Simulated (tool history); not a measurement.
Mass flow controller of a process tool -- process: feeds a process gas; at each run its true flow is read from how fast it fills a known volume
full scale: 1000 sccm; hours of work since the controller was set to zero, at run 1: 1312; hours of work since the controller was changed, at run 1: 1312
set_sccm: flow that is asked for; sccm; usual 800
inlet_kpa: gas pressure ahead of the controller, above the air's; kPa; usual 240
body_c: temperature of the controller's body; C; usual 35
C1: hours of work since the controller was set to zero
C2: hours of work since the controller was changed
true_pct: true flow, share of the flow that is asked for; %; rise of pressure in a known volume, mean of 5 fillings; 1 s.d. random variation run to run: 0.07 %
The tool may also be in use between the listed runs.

{"run": 1, "hour": 0.0, "set_sccm": 800, "inlet_kpa": 240, "body_c": 35, "C1": 1312, "C2": 1312, "true_pct": 98.23}
{"run": 2, "hour": 143.0, "set_sccm": 800, "inlet_kpa": 240, "body_c": 35, "C1": 1377, "C2": 1377, "true_pct": 98.22}
{"run": 3, "hour": 375.1, "set_sccm": 800, "inlet_kpa": 240, "body_c": 35, "C1": 1483, "C2": 1483, "true_pct": 98.1}
{"run": 4, "hour": 555.3, "set_sccm": 800, "inlet_kpa": 240, "body_c": 35, "C1": 1564, "C2": 1564, "true_pct": 97.92}
{"run": 5, "hour": 771.4, "set_sccm": 800, "inlet_kpa": 240, "body_c": 35, "C1": 1662, "C2": 1662, "true_pct": 97.79}
{"run": 6, "hour": 976.4, "set_sccm": 800, "inlet_kpa": 240, "body_c": 35, "C1": 1755, "C2": 1755, "true_pct": 97.83}
{"run": 7, "hour": 1259.6, "set_sccm": 800, "inlet_kpa": 240, "body_c": 35, "C1": 1884, "C2": 1884, "true_pct": 97.68}
{"run": 8, "hour": 1489.0, "set_sccm": 800, "inlet_kpa": 240, "body_c": 35, "C1": 1988, "C2": 1988, "true_pct": 97.56}
{"run": 9, "hour": 1695.8, "set_sccm": 563, "inlet_kpa": 240, "body_c": 35, "C1": 2082, "C2": 2082, "true_pct": 96.85}
{"run": 10, "hour": 1866.8, "set_sccm": 563, "inlet_kpa": 240, "body_c": 35, "C1": 2159, "C2": 2159, "true_pct": 96.75}
{"run": 11, "hour": 2137.1, "set_sccm": 800, "inlet_kpa": 269, "body_c": 35, "C1": 2282, "C2": 2282, "true_pct": 97.4}
{"run": 12, "hour": 2480.0, "set_sccm": 800, "inlet_kpa": 269, "body_c": 35, "C1": 2438, "C2": 2438, "true_pct": 97.3}
{"run": 13, "hour": 2734.7, "set_sccm": 800, "inlet_kpa": 269, "body_c": 35, "C1": 2553, "C2": 2553, "true_pct": 97.25}
{"run": 14, "hour": 2920.2, "set_sccm": 800, "inlet_kpa": 269, "body_c": 35, "C1": 2637, "C2": 2637, "true_pct": 97.06}
{"run": 15, "hour": 3261.2, "set_sccm": 800, "inlet_kpa": 240, "body_c": 23, "C1": 2792, "C2": 2792, "true_pct": 97.13}
{"run": 16, "hour": 3605.2, "set_sccm": 535, "inlet_kpa": 240, "body_c": 35, "C1": 2948, "C2": 2948, "true_pct": 95.92}
{"run": 17, "hour": 3837.6, "set_sccm": 365, "inlet_kpa": 240, "body_c": 35, "C1": 3054, "C2": 3054, "true_pct": 95.05}
{"run": 18, "hour": 4179.4, "set_sccm": 800, "inlet_kpa": 250, "body_c": 35, "C1": 3209, "C2": 3209, "true_pct": 96.65}
{"run": 19, "hour": 4397.3, "set_sccm": 800, "inlet_kpa": 214, "body_c": 35, "C1": 3308, "C2": 3308, "true_pct": 96.62}
{"run": 20, "hour": 4673.2, "set_sccm": 800, "inlet_kpa": 214, "body_c": 35, "C1": 3433, "C2": 3433, "true_pct": 96.69}
{"run": 21, "hour": 4900.3, "set_sccm": 800, "inlet_kpa": 214, "body_c": 35, "C1": 3536, "C2": 3536, "true_pct": 96.47}
{"run": 22, "hour": 5064.3, "set_sccm": 800, "inlet_kpa": 214, "body_c": 32, "C1": 3610, "C2": 3610, "true_pct": 96.56}
{"run": 23, "hour": 5396.8, "set_sccm": 800, "inlet_kpa": 240, "body_c": 35, "C1": 3761, "C2": 3761, "true_pct": 96.3}
{"run": 24, "hour": 5602.9, "set_sccm": 877, "inlet_kpa": 240, "body_c": 35, "C1": 3855, "C2": 3855, "true_pct": 96.41}
{"run": 25, "hour": 5891.5, "set_sccm": 398, "inlet_kpa": 240, "body_c": 35, "C1": 3985, "C2": 3985, "true_pct": 94.25}
{"hour": 6150.2, "done": "controller's zero set anew"}
{"run": 26, "hour": 6229.6, "set_sccm": 148, "inlet_kpa": 200, "body_c": 27, "C1": 36, "C2": 4139, "true_pct": 89.85}
{"run": 27, "hour": 6417.6, "set_sccm": 148, "inlet_kpa": 200, "body_c": 27, "C1": 121, "C2": 4224, "true_pct": 89.93}
{"run": 28, "hour": 6615.5, "set_sccm": 800, "inlet_kpa": 168, "body_c": 31, "C1": 211, "C2": 4314, "true_pct": 95.85}
{"run": 29, "hour": 6858.6, "set_sccm": 124, "inlet_kpa": 156, "body_c": 23, "C1": 321, "C2": 4424, "true_pct": 88.53}
{"run": 30, "hour": 7024.0, "set_sccm": 124, "inlet_kpa": 156, "body_c": 23, "C1": 396, "C2": 4499, "true_pct": 88.44}
{"run": 31, "hour": 7256.1, "set_sccm": 912, "inlet_kpa": 165, "body_c": 23, "C1": 502, "C2": 4604, "true_pct": 96.42}
{"hour": 7361.5, "done": "controller's zero set anew, once more"}
{"run": 32, "hour": 7562.7, "set_sccm": 933, "inlet_kpa": 188, "body_c": 20, "C1": 91, "C2": 4743, "true_pct": 97.33}
{"run": 33, "hour": 7735.5, "set_sccm": 589, "inlet_kpa": 174, "body_c": 35, "C1": 170, "C2": 4822, "true_pct": 96.04}

Forecast run 34:
{"run": 34, "hour": 7894.2, "set_sccm": 589, "inlet_kpa": 174, "body_c": 35, "C1": 242, "C2": 4894, "true_pct": "?"}

Run 34 gave true_pct 95.93 %.
On a tool with no hidden condition, and with the same random variation, this run would have come out at true_pct 98.76 %.
